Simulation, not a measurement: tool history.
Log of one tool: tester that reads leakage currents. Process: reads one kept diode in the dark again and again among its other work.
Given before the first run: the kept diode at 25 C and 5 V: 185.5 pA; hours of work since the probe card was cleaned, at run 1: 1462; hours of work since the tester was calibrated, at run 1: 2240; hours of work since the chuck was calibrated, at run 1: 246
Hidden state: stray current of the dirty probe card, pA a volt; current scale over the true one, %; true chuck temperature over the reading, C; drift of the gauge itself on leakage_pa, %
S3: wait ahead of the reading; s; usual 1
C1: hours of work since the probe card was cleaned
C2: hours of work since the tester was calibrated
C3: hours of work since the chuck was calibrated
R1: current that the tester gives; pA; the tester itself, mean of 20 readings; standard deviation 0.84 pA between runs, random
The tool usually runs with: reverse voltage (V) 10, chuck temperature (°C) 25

run 1 hour=0 | reverse_voltage_(V)=10 chuck_temperature_(°C)=25 S3=1 | C1=1462 C2=2240 C3=246 | R1=299.88
run 2 hour=66 | reverse_voltage_(V)=3.5 chuck_temperature_(°C)=25 S3=1 | C1=1498 C2=2276 C3=282 | R1=163.02
run 3 hour=142.4 | reverse_voltage_(V)=4.8 chuck_temperature_(°C)=25 S3=1 | C1=1539 C2=2317 C3=324 | R1=197.52
run 4 hour=217 | reverse_voltage_(V)=10 chuck_temperature_(°C)=25 S3=1 | C1=1580 C2=2358 C3=364 | R1=303.46
run 5 hour=270.8 | reverse_voltage_(V)=10 chuck_temperature_(°C)=25 S3=1 | C1=1609 C2=2387 C3=394 | R1=303.4
run 6 hour=323.1 | reverse_voltage_(V)=10 chuck_temperature_(°C)=25 S3=1 | C1=1637 C2=2416 C3=422 | R1=305.8
run 7 hour=399.6 | reverse_voltage_(V)=10 chuck_temperature_(°C)=25 S3=1 | C1=1679 C2=2457 C3=464 | R1=307.39
run 8 hour=449.8 | reverse_voltage_(V)=10 chuck_temperature_(°C)=25 S3=1 | C1=1706 C2=2485 C3=491 | R1=308.69
run 9 hour=493.4 | reverse_voltage_(V)=10 chuck_temperature_(°C)=25 S3=1 | C1=1730 C2=2508 C3=515 | R1=309.62
run 10 hour=538.9 | reverse_voltage_(V)=10 chuck_temperature_(°C)=24 S3=0.56 | C1=1755 C2=2533 C3=539 | R1=287.37
run 11 hour=588.1 | reverse_voltage_(V)=10 chuck_temperature_(°C)=51 S3=7.02 | C1=1782 C2=2560 C3=566 | R1=2212.58
-- hour=600.1 chuck's temperature calibrated
run 12 hour=663.1 | reverse_voltage_(V)=10 chuck_temperature_(°C)=21 S3=0.5 | C1=1821 C2=2599 C3=34 | R1=232.22
-- hour=698.1 tester calibrated
run 13 hour=724 | reverse_voltage_(V)=2.4 chuck_temperature_(°C)=25 S3=1 | C1=1853 C2=14 C3=66 | R1=136.76
-- hour=774.6 chuck's temperature calibrated, once more
run 14 hour=793.1 | reverse_voltage_(V)=2.4 chuck_temperature_(°C)=25 S3=1 | C1=1890 C2=51 C3=10 | R1=125.36
run 15 hour=858.2 | reverse_voltage_(V)=7.3 chuck_temperature_(°C)=25 S3=0.47 | C1=1925 C2=86 C3=45 | R1=244.3
run 16 hour=919.3 | reverse_voltage_(V)=7.3 chuck_temperature_(°C)=25 S3=0.47 | C1=1958 C2=119 C3=79 | R1=244.64
run 17 hour=1015.2 | reverse_voltage_(V)=19.6 chuck_temperature_(°C)=23 S3=1 | C1=2011 C2=171 C3=131 | R1=371.97
run 18 hour=1110.8 | reverse_voltage_(V)=3 chuck_temperature_(°C)=25 S3=1 | C1=2063 C2=223 C3=183 | R1=146.21

Across each entry between runs, compare the hidden state at the last listed run before it with the hidden state at the first listed run after it:
Runs 11 to 12: chuck's temperature calibrated (hour 600.1)
  stray current of the dirty probe card, pA a volt: 1.076 -> 1.101; current scale over the true one, %: 0.44 -> 0.45; true chuck temperature over the reading, C: 0.85 -> 1.08
  measured minus no-state result, R1: +149.11 -> +30.82 pA
Runs 12 to 13: tester calibrated (hour 698.1)
  stray current of the dirty probe card, pA a volt: 1.101 -> 1.122; current scale over the true one, %: 0.45 -> 0.02; true chuck temperature over the reading, C: 1.08 -> 1.12
  measured minus no-state result, R1: +30.82 -> +14.6 pA
Runs 13 to 14: chuck's temperature calibrated, once more (hour 774.6)
  stray current of the dirty probe card, pA a volt: 1.122 -> 1.145; true chuck temperature over the reading, C: 1.12 -> -0.01
  measured minus no-state result, R1: +14.6 -> +2.62 pA
